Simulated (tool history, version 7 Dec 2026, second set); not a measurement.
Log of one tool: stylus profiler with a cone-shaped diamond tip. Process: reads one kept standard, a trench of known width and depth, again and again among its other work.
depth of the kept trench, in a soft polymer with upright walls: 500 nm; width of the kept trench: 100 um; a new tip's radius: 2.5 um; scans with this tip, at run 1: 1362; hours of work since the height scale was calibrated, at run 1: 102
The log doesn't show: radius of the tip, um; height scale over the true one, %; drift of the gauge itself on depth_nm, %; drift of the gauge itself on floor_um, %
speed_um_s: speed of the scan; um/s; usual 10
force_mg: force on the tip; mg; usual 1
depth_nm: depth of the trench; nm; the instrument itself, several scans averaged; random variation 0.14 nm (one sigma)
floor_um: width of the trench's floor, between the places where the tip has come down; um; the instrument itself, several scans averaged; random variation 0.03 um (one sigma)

run	day	speed_um_s	force_mg	scans with this tip	hours of work since the height scale was calibrated	depth_nm	floor_um
1	0	10	1	1362	102	504.88	96.76
2	0.492	25	1	1475	111	504.82	96.72
3	1.379	2	1	1679	126	504.78	96.75
4	1.9	2	1	1798	135	504.76	96.76
5	2.421	10	1	1919	144	504.85	96.68
6	3.288	6	1	2118	159	504.73	96.74
7	3.742	2	1	2223	167	504.61	96.67
8	4.554	2	1	2409	181	504.78	96.61
9	5.033	2	1	2519	189	504.92	96.63
10	5.792	2	1	2694	202	504.93	96.59
11	6.204	2	1	2788	210	504.68	96.59
12	6.967	4	2.8	2964	223	509.11	96.67
13	7.658	2	1.46	3123	235	506.04	96.61
14	8.212	2	1.46	3250	244	506.06	96.51
15	9.038	2	1.46	3439	259	506.26	96.53
16	9.767	10	1.74	3607	271	506.92	96.5
17	10.125	10	1.74	3690	277	507.02	96.44
18	10.85	35	1	3856	290	504.94	96.36
19	11.362	35	1	3974	299	504.8	96.35

3 ways to go on from here, each from the tool as it stands after run 19. What would each give?
A	11.888	37	1	4095	308	?	?
B	11.888	35	0.96	4095	308	?	?
C	11.888	3	1	4095	308	?	?

run	depth_nm	floor_um
A	505.11	96.33
B	504.69	96.33
C	505.18	96.45
Without the tool's hidden state the same runs would have given:
run	depth_nm	floor_um
A	504.53	96.88
B	504.11	96.87
C	504.61	96.99
